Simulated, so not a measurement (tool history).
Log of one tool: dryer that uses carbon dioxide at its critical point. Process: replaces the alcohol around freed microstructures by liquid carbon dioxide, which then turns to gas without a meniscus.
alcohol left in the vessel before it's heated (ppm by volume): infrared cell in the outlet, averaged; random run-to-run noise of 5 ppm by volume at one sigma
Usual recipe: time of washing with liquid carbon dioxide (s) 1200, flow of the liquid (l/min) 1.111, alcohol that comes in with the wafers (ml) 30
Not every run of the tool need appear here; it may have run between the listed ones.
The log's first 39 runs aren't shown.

| run | hour | time of washing with liquid carbon dioxide (s) | flow of the liquid (l/min) | alcohol that comes in with the wafers (ml) | hours of work since the filter was changed | hours of work since the purifier's bed was changed | alcohol left in the vessel before it's heated (ppm by volume) |
|---|---|---|---|---|---|---|---|
| 40 | 601.3 | 1680 | 1.640 | 30 | 423 | 709 | 82 |
| 41 | 613.2 | 720 | 1.230 | 20 | 429 | 716 | 273 |
|  | 625.6 | inlet filter changed |
| 42 | 629.7 | 720 | 1.230 | 20 | 2 | 724 | 223 |
| 43 | 640.0 | 1680 | 0.720 | 69 | 8 | 730 | 220 |
| 44 | 653.0 | 1680 | 0.720 | 26 | 15 | 737 | 133 |
| 45 | 672.1 | 780 | 1.111 | 31 | 25 | 747 | 318 |
| 46 | 691.4 | 780 | 1.111 | 31 | 35 | 757 | 326 |
| 47 | 704.9 | 780 | 1.111 | 31 | 43 | 765 | 314 |

Forecast each of these 4 alternatives for the next run:
| A | 717.7 | 1200 | 1.111 | 90 | 49 | 771 | ? |
| B | 717.7 | 960 | 1.640 | 52 | 49 | 771 | ? |
| C | 717.7 | 1200 | 1.410 | 30 | 49 | 771 | ? |
| D | 717.7 | 780 | 1.370 | 74 | 49 | 771 | ? |

| run | alcohol left in the vessel before it's heated (ppm by volume) |
|---|---|
| A | 183 |
| B | 104 |
| C | 100 |
| D | 326 |
The same runs, with their run-to-run variation unchanged, on a tool lacking any hidden condition would have given:
| run | alcohol left in the vessel before it's heated (ppm by volume) |
|---|---|
| A | 97 |
| B | 22 |
| C | 18 |
| D | 234 |
